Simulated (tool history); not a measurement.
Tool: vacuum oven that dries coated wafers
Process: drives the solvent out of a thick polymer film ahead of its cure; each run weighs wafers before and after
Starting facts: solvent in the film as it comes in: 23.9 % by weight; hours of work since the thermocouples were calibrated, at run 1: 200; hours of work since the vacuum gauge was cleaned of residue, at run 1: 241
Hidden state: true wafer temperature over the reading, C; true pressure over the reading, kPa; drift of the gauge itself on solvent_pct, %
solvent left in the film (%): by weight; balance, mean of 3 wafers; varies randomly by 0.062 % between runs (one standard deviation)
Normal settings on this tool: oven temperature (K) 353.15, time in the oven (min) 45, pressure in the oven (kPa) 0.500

| run | hour | oven temperature (K) | time in the oven (min) | pressure in the oven (kPa) | hours of work since the thermocouples were calibrated | hours of work since the vacuum gauge was cleaned of residue | solvent left in the film (%) |
|---|---|---|---|---|---|---|---|
| 1 | 0.0 | 353.15 | 45 | 0.500 | 200 | 241 | 3.25 |
| 2 | 6.8 | 353.15 | 45 | 0.500 | 204 | 245 | 3.36 |
| 3 | 15.2 | 353.15 | 45 | 0.500 | 210 | 251 | 3.44 |
| 4 | 24.8 | 353.15 | 45 | 0.500 | 215 | 256 | 3.36 |
| 5 | 37.8 | 353.15 | 45 | 0.500 | 223 | 264 | 3.40 |
| 6 | 45.7 | 353.15 | 45 | 0.500 | 228 | 269 | 3.39 |
|  | 47.9 | vacuum gauge cleaned of residue and calibrated |
| 7 | 54.9 | 353.15 | 45 | 0.500 | 233 | 4 | 3.39 |
| 8 | 68.7 | 353.15 | 45 | 0.500 | 242 | 13 | 3.24 |
|  | 72.4 | vacuum gauge cleaned of residue and calibrated, once more |
| 9 | 80.7 | 353.15 | 45 | 0.500 | 248 | 5 | 3.34 |
| 10 | 91.8 | 353.15 | 45 | 0.500 | 255 | 12 | 3.21 |
| 11 | 106.4 | 361.15 | 44 | 1.809 | 264 | 21 | 1.40 |
| 12 | 117.2 | 361.15 | 44 | 1.809 | 271 | 28 | 1.37 |
| 13 | 132.9 | 347.15 | 45 | 0.500 | 280 | 37 | 6.41 |
| 14 | 145.0 | 347.15 | 45 | 0.500 | 288 | 45 | 6.30 |
| 15 | 154.7 | 348.15 | 45 | 0.688 | 294 | 51 | 5.71 |
| 16 | 169.7 | 353.15 | 26 | 0.769 | 303 | 60 | 7.00 |
| 17 | 183.3 | 353.15 | 26 | 0.769 | 312 | 69 | 6.87 |

4 options for the next run, each taken on its own from the tool as it stands now. Forecast them:
| A | 191.5 | 351.15 | 34 | 1.214 | 317 | 74 | ? |
| B | 191.5 | 342.15 | 52 | 0.500 | 317 | 74 | ? |
| C | 191.5 | 353.15 | 79 | 0.769 | 317 | 74 | ? |
| D | 191.5 | 361.15 | 25 | 0.983 | 317 | 74 | ? |

| run | solvent left in the film (%) |
|---|---|
| A | 6.39 |
| B | 7.75 |
| C | 1.17 |
| D | 3.43 |
Had the tool no hidden state, the same runs would have come out as:
| run | solvent left in the film (%) |
|---|---|
| A | 6.86 |
| B | 8.23 |
| C | 1.35 |
| D | 3.80 |
